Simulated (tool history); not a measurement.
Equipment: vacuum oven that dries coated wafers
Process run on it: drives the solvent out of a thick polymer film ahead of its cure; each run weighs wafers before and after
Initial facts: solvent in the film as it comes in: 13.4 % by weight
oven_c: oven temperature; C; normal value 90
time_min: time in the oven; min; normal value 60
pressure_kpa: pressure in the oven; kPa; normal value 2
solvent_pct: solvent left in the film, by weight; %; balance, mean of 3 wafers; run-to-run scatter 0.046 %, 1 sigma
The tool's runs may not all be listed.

{"run": 1, "day": 0.0, "oven_c": 90, "time_min": 60, "pressure_kpa": 2, "solvent_pct": 2.24}
{"run": 2, "day": 2.404, "oven_c": 90, "time_min": 60, "pressure_kpa": 2, "solvent_pct": 2.24}
{"run": 3, "day": 6.254, "oven_c": 90, "time_min": 60, "pressure_kpa": 2, "solvent_pct": 2.26}
{"run": 4, "day": 8.025, "oven_c": 90, "time_min": 60, "pressure_kpa": 2, "solvent_pct": 2.27}
{"run": 5, "day": 10.292, "oven_c": 90, "time_min": 60, "pressure_kpa": 2, "solvent_pct": 2.26}
{"run": 6, "day": 12.292, "oven_c": 90, "time_min": 60, "pressure_kpa": 2, "solvent_pct": 2.38}
{"run": 7, "day": 16.021, "oven_c": 90, "time_min": 60, "pressure_kpa": 2, "solvent_pct": 2.29}
{"run": 8, "day": 18.521, "oven_c": 90, "time_min": 60, "pressure_kpa": 2, "solvent_pct": 2.32}
{"run": 9, "day": 21.042, "oven_c": 90, "time_min": 60, "pressure_kpa": 2, "solvent_pct": 2.33}
{"run": 10, "day": 23.904, "oven_c": 98, "time_min": 59, "pressure_kpa": 3.48, "solvent_pct": 1.74}
{"run": 11, "day": 26.204, "oven_c": 98, "time_min": 59, "pressure_kpa": 3.48, "solvent_pct": 1.72}
{"run": 12, "day": 29.388, "oven_c": 105, "time_min": 65, "pressure_kpa": 5.59, "solvent_pct": 1.69}
{"day": 32.246, "done": "vacuum gauge cleaned of residue and calibrated"}
{"run": 13, "day": 32.983, "oven_c": 82, "time_min": 77, "pressure_kpa": 2, "solvent_pct": 3.19}
{"run": 14, "day": 35.408, "oven_c": 75, "time_min": 60, "pressure_kpa": 2.3, "solvent_pct": 5.96}

What will run 15 give?
{"run": 15, "day": 38.283, "oven_c": 83, "time_min": 60, "pressure_kpa": 1.54, "solvent_pct": "?"}

solvent_pct: 3.57 %
Were there no unlogged condition in the tool, this run, its random variation unchanged, would have produced solvent_pct 3.48 %.
